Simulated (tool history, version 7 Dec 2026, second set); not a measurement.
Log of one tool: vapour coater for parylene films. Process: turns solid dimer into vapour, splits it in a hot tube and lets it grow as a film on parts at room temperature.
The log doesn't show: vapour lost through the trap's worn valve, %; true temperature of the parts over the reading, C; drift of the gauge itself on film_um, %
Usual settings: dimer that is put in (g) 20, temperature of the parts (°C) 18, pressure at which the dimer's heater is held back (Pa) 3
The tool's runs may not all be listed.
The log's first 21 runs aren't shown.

run,hour,dimer that is put in (g),temperature of the parts (°C),pressure at which the dimer's heater is held back (Pa),hours of work since the trap's valve was overhauled,hours of work since the table's thermometer was calibrated,thickness of the film (um)
22,280.3,35,28,10.64,151,431,5.45
23,290.7,12,13,6.93,160,440,3.79
24,304.2,17,16,2.76,172,452,5.36
25,316.1,20,16,3,182,462,6.07
26,329,20,28,3,193,473,3.62
27,338.6,20,28,3,201,481,3.54
28,346.2,32,18,8.37,208,488,7.83
29,360.1,32,18,8.37,220,500,7.73
30,376.2,32,18,8.37,234,514,7.73
31,391,28,20,2.87,247,527,6.91
# hour 404.4: trap's valve overhauled
32,406.7,9,18,3.26,2,537,2.61
33,418.9,13,14,11.1,13,547,3.84
34,426.9,25,18,6.87,19,554,6.73
35,439.2,25,18,6.87,30,565,6.57
36,450.2,34,20,10.45,40,574,7.73
37,457.9,10,18,3,46,581,2.92
38,475.1,20,10,3,61,596,8.26
39,491.4,25,17,3,75,610,7.49
40,505.7,36,25,2.51,88,622,7.66
41,524.5,36,25,2.51,104,639,7.68

4 ways to go on from here, each from the tool as it stands after run 41. What would each give?
A,538.5,36,25,4.63,116,651,?
B,538.5,20,16,7.2,116,651,?
C,538.5,27,18,3.5,116,651,?
D,538.5,13,11,6.78,116,651,?

run,thickness of the film (um)
A,7.18
B,5.54
C,7.58
D,4.5
Without the tool's hidden state the same runs would have given:
run,thickness of the film (um)
A,7.56
B,5.82
C,7.97
D,4.74

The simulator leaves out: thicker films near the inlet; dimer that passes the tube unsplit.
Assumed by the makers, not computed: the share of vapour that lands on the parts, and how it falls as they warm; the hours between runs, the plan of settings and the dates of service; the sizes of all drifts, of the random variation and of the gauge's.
